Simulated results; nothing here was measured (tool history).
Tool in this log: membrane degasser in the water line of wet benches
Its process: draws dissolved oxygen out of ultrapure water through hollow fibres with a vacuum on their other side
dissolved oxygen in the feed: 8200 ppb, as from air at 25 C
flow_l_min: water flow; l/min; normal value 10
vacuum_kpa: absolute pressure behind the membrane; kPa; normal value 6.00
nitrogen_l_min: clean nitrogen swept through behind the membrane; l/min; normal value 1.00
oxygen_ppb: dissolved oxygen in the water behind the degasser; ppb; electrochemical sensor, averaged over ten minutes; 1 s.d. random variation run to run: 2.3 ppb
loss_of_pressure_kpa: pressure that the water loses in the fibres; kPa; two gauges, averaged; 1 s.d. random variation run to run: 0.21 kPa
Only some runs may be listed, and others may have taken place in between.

run,hour,flow_l_min,vacuum_kpa,nitrogen_l_min,oxygen_ppb,loss_of_pressure_kpa
1,0.0,10,6.00,1.00,229.9,61.20
2,45.2,10,6.00,1.00,228.0,61.41
3,99.1,10,6.06,1.00,227.5,61.16
4,152.4,10,6.06,1.00,231.0,60.80
5,195.0,10,6.00,1.00,226.7,61.19
6,243.5,10,6.00,1.00,225.3,61.02
7,276.7,10,6.00,2.78,189.8,60.73
8,318.3,10,6.00,2.78,188.4,60.64
9,366.9,10,11.12,0.82,381.2,60.89
10,419.3,10,11.12,0.82,374.9,60.93
11,445.8,11,6.65,0.82,302.9,66.90
12,498.8,11,6.65,1.03,280.2,66.59
13,527.5,11,6.65,1.03,285.4,66.81
14,551.0,11,6.65,1.03,282.6,66.87

Same runs, no hidden state in the tool, same run-to-run variation:
What the log doesn't record here: membrane still open, %; true pressure behind the membrane over the reading, kPa; air that leaks in behind the membrane, l/min; drift of the gauge itself on oxygen_ppb, %; drift of the gauge itself on loss_of_pressure_kpa, %.
run,loss_of_pressure_kpa
1,61.20
2,61.44
3,61.23
4,60.91
5,61.33
6,61.20
7,60.93
8,60.88
9,61.16
10,61.24
11,67.26
12,67.00
13,67.24
14,67.32
For oxygen_ppb, the value without the hidden state is never more than 0.2 ppb from the measured value.
